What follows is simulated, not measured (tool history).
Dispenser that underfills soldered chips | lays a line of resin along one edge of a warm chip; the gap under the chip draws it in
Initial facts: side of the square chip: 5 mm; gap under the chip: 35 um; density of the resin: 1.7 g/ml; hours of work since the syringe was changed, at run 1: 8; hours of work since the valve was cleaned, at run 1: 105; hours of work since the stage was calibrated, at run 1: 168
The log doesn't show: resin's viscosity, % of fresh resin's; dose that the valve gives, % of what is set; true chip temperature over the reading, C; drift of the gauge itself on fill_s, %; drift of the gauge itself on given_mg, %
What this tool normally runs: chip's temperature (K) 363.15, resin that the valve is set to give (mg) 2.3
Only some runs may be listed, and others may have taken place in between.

run	day	chip's temperature (K)	resin that the valve is set to give (mg)	hours of work since the syringe was changed	hours of work since the valve was cleaned	hours of work since the stage was calibrated	time until the resin shows at the far edge (s)	resin that the valve gave (mg)
1	0	363.15	2.3	8	105	168	62.7	2.13
# day 0.1: new syringe of resin
2	0.417	363.15	2.3	5	112	175	56.4	2.21
# day 0.646: new syringe of resin
3	0.788	363.15	2.3	2	118	181	51	2.18
# day 1.188: new syringe of resin
4	1.233	363.15	2.3	1	125	189	47.8	2.2
5	1.662	363.15	2.3	8	133	196	65.3	2.15
# day 1.746: new syringe of resin
6	1.862	363.15	2.3	2	136	199	50.8	2.17
# day 2: dispensing valve cleaned and set on the balance
7	2.229	363.15	2.3	8	4	205	63.5	2.32
# day 2.342: new syringe of resin
8	2.458	368.15	2.3	2	8	208	42.1	2.27
9	2.733	363.15	2.3	7	12	213	61.5	2.17
# day 2.888: new syringe of resin
10	2.958	363.15	2.3	1	16	217	46.8	2.25
11	3.329	375.15	2.3	8	22	223	40.6	2.26
# day 3.454: new syringe of resin
12	3.533	375.15	2.3	1	26	226	31	2.28
13	3.808	375.15	2.3	6	30	231	38.7	2.28
# day 4: new syringe of resin
14	4.121	375.15	2.3	2	35	236	32.1	2.3
15	4.388	362.15	2.3	7	40	241	64.3	2.23
# day 4.558: new syringe of resin
16	4.604	377.15	2.3	1	44	244	29.3	2.22
17	4.796	377.15	2.3	4	47	248	32.4	2.27
# day 5.1: new syringe of resin
18	5.1	377.15	2.3	0	52	253	27.7	2.21
19	5.325	369.15	2.34	4	56	256	43.3	2.26
# day 5.65: new syringe of resin
20	5.688	369.15	2.34	1	62	262	37.4	2.22
21	6.038	369.15	2.34	7	68	268	50.5	2.27
# day 6.196: new syringe of resin
22	6.354	377.15	2.9	3	73	274	31.6	2.75
23	6.567	372.15	2.99	6	76	277	43.9	2.95
# day 6.729: new syringe of resin
24	6.812	371.15	2.45	1	80	281	37.1	2.34
25	7.233	352.15	2.59	9	88	288	102.9	2.49
# day 7.267: new syringe of resin
26	7.7	357.15	2.59	7	95	296	78.1	2.43
# day 7.808: new syringe of resin
27	8.125	357.15	2.71	5	102	303	73.7	2.62
# day 8.362: new syringe of resin
28	8.4	357.15	2.71	1	107	308	60.5	2.54
29	8.846	353.15	2.44	8	115	315	100.7	2.28
# day 8.912: new syringe of resin
30	9.288	371.15	2.32	6	122	323	46.6	2.21
# day 9.483: new syringe of resin
31	9.529	371.15	2.6	1	126	327	34	2.4
32	9.971	353.15	2.38	8	133	334	98.4	2.22
# day 10.017: new syringe of resin
# day 10.25: dispensing valve cleaned and set on the balance
33	10.25	353.15	2.38	3	0	338	78.4	2.41
34	10.567	377.15	2.54	9	5	344	41.9	2.53

The next listed run, before its measurement:
# day 10.617: new syringe of resin
35	10.8	358.15	2.71	3	9	347	?	?

Run 35 produced time until the resin shows at the far edge (s) 65, resin that the valve gave (mg) 2.7.
Minus the tool's unlogged condition, the same run would have read time until the resin shows at the far edge (s) 52.6, resin that the valve gave (mg) 2.71.
